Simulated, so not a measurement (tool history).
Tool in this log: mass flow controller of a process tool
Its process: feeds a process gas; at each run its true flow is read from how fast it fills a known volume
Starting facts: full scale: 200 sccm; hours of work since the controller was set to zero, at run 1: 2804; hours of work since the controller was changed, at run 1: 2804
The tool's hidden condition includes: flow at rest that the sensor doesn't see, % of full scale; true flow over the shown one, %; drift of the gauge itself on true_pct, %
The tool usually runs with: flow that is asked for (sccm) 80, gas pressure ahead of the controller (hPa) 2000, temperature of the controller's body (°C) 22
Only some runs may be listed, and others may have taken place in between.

| run | hour | flow that is asked for (sccm) | gas pressure ahead of the controller (hPa) | temperature of the controller's body (°C) | hours of work since the controller was set to zero | hours of work since the controller was changed | true flow (%) |
|---|---|---|---|---|---|---|---|
| 1 | 0 | 80 | 2000 | 22 | 2804 | 2804 | 99.35 |
| 2 | 84.5 | 80 | 2000 | 22 | 2869 | 2869 | 99.39 |
| 3 | 162.1 | 80 | 2000 | 22 | 2929 | 2929 | 99.31 |
| 4 | 265.5 | 80 | 2000 | 22 | 3009 | 3009 | 99.57 |
| 5 | 339.3 | 80 | 2000 | 22 | 3066 | 3066 | 99.51 |
| 6 | 439 | 80 | 2000 | 22 | 3143 | 3143 | 99.54 |
| 7 | 516.6 | 80 | 2000 | 22 | 3202 | 3202 | 99.73 |
| 8 | 618.5 | 80 | 2000 | 22 | 3281 | 3281 | 99.73 |
| 9 | 683.1 | 183 | 2000 | 22 | 3331 | 3331 | 100.62 |
| 10 | 792.5 | 183 | 2000 | 22 | 3415 | 3415 | 100.61 |
| 11 | 873.9 | 80 | 1680 | 22 | 3478 | 3478 | 99.76 |
| 12 | 926.3 | 80 | 1680 | 22 | 3518 | 3518 | 99.93 |
| 13 | 1048.4 | 71 | 2000 | 22 | 3612 | 3612 | 99.91 |
| 14 | 1153.6 | 80 | 2000 | 22 | 3693 | 3693 | 100.06 |
| 15 | 1240.4 | 80 | 2000 | 22 | 3760 | 3760 | 100.26 |
| 16 | 1310 | 80 | 2150 | 22 | 3814 | 3814 | 100.26 |
| 17 | 1411 | 182 | 2150 | 22 | 3892 | 3892 | 101.17 |
| 18 | 1522.4 | 80 | 2000 | 22 | 3977 | 3977 | 100.46 |
| 19 | 1582.5 | 54 | 2000 | 22 | 4024 | 4024 | 100.17 |
| 20 | 1698.6 | 125 | 2000 | 22 | 4113 | 4113 | 100.76 |
| 21 | 1768.4 | 125 | 2000 | 22 | 4167 | 4167 | 100.86 |
| 22 | 1868.9 | 80 | 2000 | 22 | 4244 | 4244 | 100.53 |
| 23 | 1959.6 | 80 | 2000 | 22 | 4314 | 4314 | 100.63 |
| 24 | 2052.2 | 26 | 2290 | 24 | 4386 | 4386 | 100.16 |
|  | 2107.4 | gauge calibrated |
| 25 | 2114.5 | 158 | 2700 | 36 | 4434 | 4434 | 98.71 |
| 26 | 2191.2 | 56 | 2670 | 27 | 4493 | 4493 | 98.8 |
| 27 | 2277.4 | 56 | 2670 | 27 | 4559 | 4559 | 98.8 |
| 28 | 2372.1 | 56 | 1790 | 27 | 4632 | 4632 | 98.71 |
| 29 | 2451.6 | 27 | 2070 | 24 | 4693 | 4693 | 98.97 |
| 30 | 2564 | 27 | 2070 | 24 | 4780 | 4780 | 98.97 |
| 31 | 2663.6 | 80 | 2320 | 30 | 4857 | 4857 | 98.9 |
| 32 | 2737.1 | 65 | 2760 | 22 | 4913 | 4913 | 99.82 |
| 33 | 2802.6 | 82 | 2760 | 32 | 4964 | 4964 | 99.04 |
| 34 | 2879.7 | 80 | 2000 | 22 | 5023 | 5023 | 99.74 |
| 35 | 2972.9 | 80 | 2000 | 22 | 5095 | 5095 | 99.99 |
| 36 | 3083.3 | 80 | 2000 | 22 | 5180 | 5180 | 100.11 |
| 37 | 3183.9 | 78 | 2000 | 20 | 5258 | 5258 | 100.23 |
|  | 3231.1 | controller's zero set anew |
| 38 | 3294.9 | 78 | 2000 | 20 | 49 | 5343 | 100.34 |
| 39 | 3346 | 78 | 2000 | 20 | 89 | 5382 | 100.34 |
| 40 | 3400.6 | 78 | 2000 | 35 | 131 | 5424 | 98.62 |
| 41 | 3494.7 | 39 | 1920 | 22 | 203 | 5497 | 100.01 |
| 42 | 3570.5 | 157 | 2020 | 34 | 262 | 5555 | 99.61 |
| 43 | 3624.5 | 157 | 2020 | 34 | 303 | 5597 | 99.67 |
| 44 | 3689.8 | 80 | 1450 | 22 | 353 | 5647 | 100.26 |

Selected run-to-run steps in true flow (%), each split into two signed amounts: the part the tool would show with no hidden state at all (from settings, incoming material and random variation), and the remainder, which goes to the hidden state together with any gauge scatter not common to the measured and the hidden-state-free results:
Run 3 -> 4: no setting changed, nothing entered. true flow (%) +0.26: hidden state +0.08, all else +0.18.
Run 23 -> 24: flow that is asked for (sccm) 80 -> 26, gas pressure ahead of the controller (hPa) 2000 -> 2290, temperature of the controller's body (°C) 22 -> 24. true flow (%) -0.47: hidden state +0.09, all else -0.56.
Run 24 -> 25: flow that is asked for (sccm) 26 -> 158, gas pressure ahead of the controller (hPa) 2290 -> 2700, temperature of the controller's body (°C) 24 -> 36, gauge calibrated. true flow (%) -1.45: hidden state -1.41, all else -0.04.
Run 39 -> 40: temperature of the controller's body (°C) 20 -> 35. true flow (%) -1.72: hidden state +0.03, all else -1.75.
Run 40 -> 41: flow that is asked for (sccm) 78 -> 39, gas pressure ahead of the controller (hPa) 2000 -> 1920, temperature of the controller's body (°C) 35 -> 22. true flow (%) +1.39: hidden state +0.07, all else +1.32.
